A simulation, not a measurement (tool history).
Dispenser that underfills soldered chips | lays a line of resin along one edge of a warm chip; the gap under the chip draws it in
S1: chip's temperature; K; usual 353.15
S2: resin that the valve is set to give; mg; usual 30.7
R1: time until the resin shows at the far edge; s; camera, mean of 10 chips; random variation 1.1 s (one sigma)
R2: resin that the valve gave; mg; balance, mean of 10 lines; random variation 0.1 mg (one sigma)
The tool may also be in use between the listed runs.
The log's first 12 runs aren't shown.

run,day,S1,S2,R1,R2
# day 3.650: new syringe of resin
13,3.875,353.15,30.7,140.2,30.00
# day 3.983: new syringe of resin
14,4.258,353.15,30.7,151.3,29.89
# day 4.296: new syringe of resin
15,4.508,353.15,35.8,130.9,35.01
# day 4.612: new syringe of resin
16,4.767,353.15,35.8,120.0,34.87
# day 4.925: new syringe of resin
17,5.008,353.15,35.8,111.2,34.81
# day 5.250: new syringe of resin
# day 5.292: dispensing valve cleaned and set on the balance
18,5.312,348.15,26.3,127.0,26.27
19,5.567,348.15,26.3,183.0,26.38
# day 5.604: new syringe of resin
# day 5.925: new syringe of resin
20,5.946,348.15,29.5,126.3,29.61
21,6.112,342.15,30.7,192.7,30.55
# day 6.242: new syringe of resin
22,6.350,342.15,29.6,175.6,29.50
23,6.512,352.15,32.7,155.7,32.58
# day 6.554: new syringe of resin
24,6.808,361.15,27.4,111.5,27.40
# day 6.867: new syringe of resin
25,7.142,345.15,32.0,191.1,31.61
# day 7.179: new syringe of resin
26,7.446,339.15,37.5,233.7,37.16

Forecast run 27:
# day 7.512: new syringe of resin
27,7.688,340.15,29.0,?,?

R1: 213.5 s
R2: 28.37 mg
Without the tool's hidden state the same run would have given R1 172.2 s, R2 28.72 mg.
